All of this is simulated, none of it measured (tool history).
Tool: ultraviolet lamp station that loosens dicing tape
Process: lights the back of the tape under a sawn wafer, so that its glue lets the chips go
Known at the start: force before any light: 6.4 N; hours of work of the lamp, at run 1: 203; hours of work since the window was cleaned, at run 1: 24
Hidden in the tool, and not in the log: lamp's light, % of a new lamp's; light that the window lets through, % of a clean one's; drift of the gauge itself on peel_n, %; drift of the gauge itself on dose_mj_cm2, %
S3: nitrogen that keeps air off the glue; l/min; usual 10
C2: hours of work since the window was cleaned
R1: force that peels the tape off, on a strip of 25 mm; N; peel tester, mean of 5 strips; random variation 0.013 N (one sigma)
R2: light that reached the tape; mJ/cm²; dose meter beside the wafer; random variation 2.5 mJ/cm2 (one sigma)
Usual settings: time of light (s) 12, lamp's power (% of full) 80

Run 1, hour 0: usual settings; hours of work of the lamp 203; C2 24. Result: R1 0.653 N, R2 287 mJ/cm².
Run 2, hour 8.7: usual settings; hours of work of the lamp 210; C2 30. Result: R1 0.655 N, R2 288 mJ/cm².
Run 3, hour 16.2: usual settings; hours of work of the lamp 216; C2 36. Result: R1 0.66 N, R2 283 mJ/cm².
Run 4, hour 24.7: usual settings; hours of work of the lamp 222; C2 43. Result: R1 0.685 N, R2 285 mJ/cm².
Run 5, hour 32.8: usual settings; hours of work of the lamp 228; C2 49. Result: R1 0.668 N, R2 282 mJ/cm².
Run 6, hour 41.7: usual settings; hours of work of the lamp 235; C2 56. Result: R1 0.67 N, R2 283 mJ/cm².
Run 7, hour 48.9: usual settings; hours of work of the lamp 241; C2 61. Result: R1 0.673 N, R2 284 mJ/cm².
Run 8, hour 56.8: usual settings; hours of work of the lamp 247; C2 67. Result: R1 0.693 N, R2 280 mJ/cm².
Run 9, hour 65.2: usual settings; hours of work of the lamp 254; C2 74. Result: R1 0.677 N, R2 278 mJ/cm².
Run 10, hour 70: usual settings but lamp's power (% of full) 61; hours of work of the lamp 257; C2 78. Result: R1 1.048 N, R2 213 mJ/cm².
Run 11, hour 78.7: usual settings; hours of work of the lamp 264; C2 84. Result: R1 0.702 N, R2 281 mJ/cm².
Run 12, hour 83.4: usual settings; hours of work of the lamp 268; C2 88. Result: R1 0.696 N, R2 278 mJ/cm².
Run 13, hour 89.6: usual settings; hours of work of the lamp 272; C2 93. Result: R1 0.699 N, R2 278 mJ/cm².
Run 14, hour 94.2: usual settings but time of light (s) 20; hours of work of the lamp 276; C2 96. Result: R1 0.312 N, R2 466 mJ/cm².
Run 15, hour 104.1: usual settings but time of light (s) 20; hours of work of the lamp 284; C2 104. Result: R1 0.315 N, R2 462 mJ/cm².
Run 16, hour 114.1: usual settings but time of light (s) 14; hours of work of the lamp 291; C2 112. Result: R1 0.549 N, R2 324 mJ/cm².
At hour 115.4: window cleaned of glue's vapour.
Run 17, hour 122.7: usual settings; hours of work of the lamp 298; C2 6. Result: R1 0.703 N, R2 276 mJ/cm².
Run 18, hour 128.4: usual settings; hours of work of the lamp 302; C2 10. Result: R1 0.701 N, R2 274 mJ/cm².
Run 19, hour 139.5: usual settings; hours of work of the lamp 311; C2 19. Result: R1 0.712 N, R2 273 mJ/cm².
Run 20, hour 147.1: usual settings but time of light (s) 21, lamp's power (% of full) 68, S3 8 l/min; hours of work of the lamp 316; C2 24. Result: R1 0.431 N, R2 404 mJ/cm².
Run 21, hour 158.5: usual settings but time of light (s) 13, lamp's power (% of full) 68, S3 4 l/min; hours of work of the lamp 325; C2 33. Result: R1 1.406 N, R2 249 mJ/cm².
At hour 159.7: window cleaned of glue's vapour, once more.
Run 22, hour 170: usual settings but time of light (s) 8, lamp's power (% of full) 65, S3 15 l/min; hours of work of the lamp 334; C2 8. Result: R1 1.505 N, R2 153 mJ/cm².
Run 23, hour 174.8: usual settings but time of light (s) 15, lamp's power (% of full) 68, S3 6 l/min; hours of work of the lamp 337; C2 12. Result: R1 0.823 N, R2 295 mJ/cm².
Run 24, hour 185.6: usual settings but time of light (s) 7, lamp's power (% of full) 63, S3 5 l/min; hours of work of the lamp 346; C2 20. Result: R1 2.602 N, R2 126 mJ/cm².
Run 25, hour 194.3: usual settings but time of light (s) 7, lamp's power (% of full) 63, S3 5 l/min; hours of work of the lamp 352; C2 27. Result: R1 2.649 N, R2 126 mJ/cm².
Run 26, hour 201.8: usual settings but time of light (s) 15, lamp's power (% of full) 65, S3 16 l/min; hours of work of the lamp 358; C2 33. Result: R1 0.555 N, R2 279 mJ/cm².
Run 27, hour 210.2: usual settings but time of light (s) 15, lamp's power (% of full) 65, S3 16 l/min; hours of work of the lamp 365; C2 39. Result: R1 0.539 N, R2 283 mJ/cm².
Run 28, hour 215: usual settings but time of light (s) 10, lamp's power (% of full) 91, S3 9 l/min; hours of work of the lamp 368; C2 43. Result: R1 0.801 N, R2 260 mJ/cm².
Run 29, hour 221.9: usual settings but time of light (s) 10, lamp's power (% of full) 91, S3 9 l/min; hours of work of the lamp 374; C2 48. Result: R1 0.797 N, R2 263 mJ/cm².
Run 30, hour 230.1: usual settings but time of light (s) 10, lamp's power (% of full) 91, S3 9 l/min; hours of work of the lamp 380; C2 54. Result: R1 0.852 N, R2 262 mJ/cm².
Run 31, hour 240.6: usual settings but time of light (s) 21, lamp's power (% of full) 86, S3 5 l/min; hours of work of the lamp 388; C2 62. Result: R1 0.393 N, R2 510 mJ/cm².
Run 32, hour 246.9: usual settings but time of light (s) 21, lamp's power (% of full) 86, S3 5 l/min; hours of work of the lamp 393; C2 67. Result: R1 0.388 N, R2 508 mJ/cm².
Run 33, hour 252.9: usual settings but lamp's power (% of full) 69, S3 8 l/min; hours of work of the lamp 398; C2 72. Result: R1 0.999 N, R2 233 mJ/cm².
Run 34, hour 262.1: usual settings but lamp's power (% of full) 93, S3 17 l/min; hours of work of the lamp 405; C2 79. Result: R1 0.45 N, R2 310 mJ/cm².
Run 35, hour 267.2: usual settings but lamp's power (% of full) 93, S3 17 l/min; hours of work of the lamp 409; C2 83. Result: R1 0.456 N, R2 315 mJ/cm².
Run 36, hour 277: usual settings but time of light (s) 18, S3 5 l/min; hours of work of the lamp 416; C2 91. Result: R1 0.545 N, R2 406 mJ/cm².
Run 37, hour 283.2: usual settings but time of light (s) 18, lamp's power (% of full) 99, S3 6 l/min; hours of work of the lamp 421; C2 95. Result: R1 0.366 N, R2 496 mJ/cm².

3 ways to go on from here, each from the tool as it stands after run 37. What would each give?
Run A, hour 290: usual settings but time of light (s) 17, lamp's power (% of full) 99; hours of work of the lamp 426; C2 101. Result: R1 ?, R2 ?.
Run B, hour 290: usual settings but time of light (s) 18, lamp's power (% of full) 63, S3 4 l/min; hours of work of the lamp 426; C2 101. Result: R1 ?, R2 ?.
Run C, hour 290: usual settings but time of light (s) 18, lamp's power (% of full) 65, S3 8 l/min; hours of work of the lamp 426; C2 101. Result: R1 ?, R2 ?.

run     R1   R2
  A  0.316  469
  B  0.976  318
  C   0.61  323
Without the tool's hidden state the same runs would have given:
run     R1   R2
  A  0.281  541
  B  0.774  367
  C  0.486  373
